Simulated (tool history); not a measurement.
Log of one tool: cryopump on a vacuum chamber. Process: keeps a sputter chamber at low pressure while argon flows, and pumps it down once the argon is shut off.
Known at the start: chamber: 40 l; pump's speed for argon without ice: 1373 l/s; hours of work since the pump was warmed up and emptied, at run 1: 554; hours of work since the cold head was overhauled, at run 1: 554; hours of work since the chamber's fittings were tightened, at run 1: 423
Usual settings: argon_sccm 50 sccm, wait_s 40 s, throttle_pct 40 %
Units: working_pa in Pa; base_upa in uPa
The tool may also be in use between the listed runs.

| run | hour | argon_sccm | wait_s | throttle_pct | hours of work since the pump was warmed up and emptied | hours of work since the cold head was overhauled | hours of work since the chamber's fittings were tightened | working_pa | base_upa |
|---|---|---|---|---|---|---|---|---|---|
| 1 | 0 | 50 | 40 | 40 | 554 | 554 | 423 | 0.1631 | 2.99 |
| 2 | 35.6 | 50 | 40 | 52 | 580 | 580 | 448 | 0.128 | 3.03 |
| 3 | 61.1 | 50 | 78 | 52 | 598 | 598 | 467 | 0.1282 | 2.03 |
| 4 | 120.7 | 50 | 78 | 52 | 641 | 641 | 509 | 0.1287 | 2.13 |
| 5 | 163.8 | 50 | 40 | 40 | 671 | 671 | 540 | 0.1654 | 3.14 |
| 6 | 210.4 | 50 | 40 | 40 | 705 | 705 | 573 | 0.1647 | 3.26 |
| 7 | 235.4 | 50 | 40 | 58 | 722 | 722 | 591 | 0.12 | 3.31 |
| 8 | 274.1 | 50 | 40 | 58 | 750 | 750 | 619 | 0.1187 | 3.43 |
|  | 297 | pump warmed up, emptied and cooled again |
| 9 | 304.2 | 50 | 40 | 58 | 5 | 768 | 636 | 0.1074 | 3.23 |
| 10 | 328.4 | 50 | 40 | 22 | 22 | 785 | 654 | 0.2823 | 3.26 |
| 11 | 370.8 | 50 | 40 | 22 | 53 | 815 | 684 | 0.2808 | 3.25 |
| 12 | 425.4 | 50 | 40 | 22 | 92 | 854 | 723 | 0.2829 | 3.24 |
| 13 | 483.5 | 50 | 40 | 22 | 133 | 896 | 764 | 0.2827 | 3.35 |
| 14 | 525.9 | 50 | 40 | 22 | 163 | 926 | 795 | 0.2813 | 3.38 |
| 15 | 555 | 50 | 40 | 22 | 184 | 947 | 815 | 0.2828 | 3.48 |
| 16 | 611.4 | 50 | 60 | 22 | 224 | 987 | 856 | 0.2837 | 2.84 |
| 17 | 652.4 | 45 | 107 | 18 | 253 | 1016 | 885 | 0.3133 | 2.22 |
| 18 | 685.9 | 28 | 46 | 19 | 277 | 1040 | 909 | 0.1831 | 3.29 |
| 19 | 733.2 | 28 | 46 | 19 | 311 | 1074 | 942 | 0.1849 | 3.33 |
| 20 | 772.4 | 50 | 96 | 26 | 339 | 1102 | 970 | 0.2411 | 2.61 |
| 21 | 802.7 | 27 | 58 | 16 | 361 | 1123 | 992 | 0.2102 | 3.2 |
| 22 | 828.8 | 87 | 40 | 17 | 379 | 1142 | 1011 | 0.6404 | 3.72 |
| 23 | 880.4 | 41 | 56 | 51 | 416 | 1179 | 1047 | 0.1047 | 3.36 |
| 24 | 939 | 41 | 56 | 51 | 458 | 1221 | 1089 | 0.1056 | 3.49 |
| 25 | 975 | 41 | 56 | 51 | 484 | 1246 | 1115 | 0.1071 | 3.44 |
| 26 | 1019.5 | 41 | 56 | 51 | 515 | 1278 | 1147 | 0.1056 | 3.55 |
| 27 | 1048.8 | 41 | 56 | 51 | 536 | 1299 | 1168 | 0.1072 | 3.55 |
| 28 | 1089.5 | 34 | 46 | 46 | 565 | 1328 | 1197 | 0.0974 | 3.81 |
| 29 | 1134.9 | 71 | 70 | 25 | 598 | 1360 | 1229 | 0.3656 | 3.41 |
| 30 | 1180.2 | 71 | 70 | 25 | 630 | 1393 | 1261 | 0.3647 | 3.43 |

How the hidden state differs across the entries between the runs, from the last listed run before each to the first after it:
Between runs 8 and 9: pump warmed up, emptied and cooled again (hour 297)
  pump's speed, % of a pump's without ice: 83.3 -> 99.2; leak into the chamber, uPa l/s: 1445 -> 1478
  measured less the result without the state, working_pa: +0.013 -> +0.001 Pa; base_upa: +1.08 -> +0.89 uPa
